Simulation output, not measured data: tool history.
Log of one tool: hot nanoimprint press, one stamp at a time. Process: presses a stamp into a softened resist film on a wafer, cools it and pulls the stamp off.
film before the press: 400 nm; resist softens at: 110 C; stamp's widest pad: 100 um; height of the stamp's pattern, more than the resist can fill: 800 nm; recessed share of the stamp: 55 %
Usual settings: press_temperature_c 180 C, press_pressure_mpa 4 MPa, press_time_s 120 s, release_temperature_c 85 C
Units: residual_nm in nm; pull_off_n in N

run,hour,press_temperature_c,press_pressure_mpa,press_time_s,release_temperature_c,residual_nm,pull_off_n
1,0,180,4,120,85,164.6,115
# hour 8.4: stamp cleaned and given a new release coat
2,46.9,180,4,120,85,164.9,116
3,82.1,180,4,120,85,165.3,113
4,104.4,180,4,120,85,164.7,115
5,126.5,180,4,120,85,164.3,115
6,168,180,4,120,85,164.2,115
# hour 196.7: plate thermocouple calibrated
7,203.7,169,4,120,85,229.1,113
8,223.5,169,4,120,85,231.9,111
9,242.7,169,4,120,85,231.2,116
10,266.9,169,4,120,85,231.3,119
11,303,180,5.21,120,85,144.1,110
12,322.3,180,5.21,84,85,164,114
13,344.1,180,4,120,85,162.8,110
14,379.6,180,4,120,72,163.5,137
15,408.2,180,4,120,72,164.7,137
16,434.8,180,4,120,72,162.7,137
17,474,180,4,120,93,164.5,99
18,503.7,180,4,120,93,165,104
# hour 524.2: stamp cleaned and given a new release coat
19,551.9,180,4,120,93,163.9,97
20,577.5,180,5.29,120,85,140.9,113
21,611.5,180,5.29,120,85,141.5,115
22,640.3,180,4.22,128,85,154.6,113

Forecast run 23:
23,672.9,180,4.22,128,85,?,?

residual_nm: 155.7 nm
pull_off_n: 113 N
Without the tool's hidden state the same run would have given residual_nm 157.8 nm, pull_off_n 112 N.

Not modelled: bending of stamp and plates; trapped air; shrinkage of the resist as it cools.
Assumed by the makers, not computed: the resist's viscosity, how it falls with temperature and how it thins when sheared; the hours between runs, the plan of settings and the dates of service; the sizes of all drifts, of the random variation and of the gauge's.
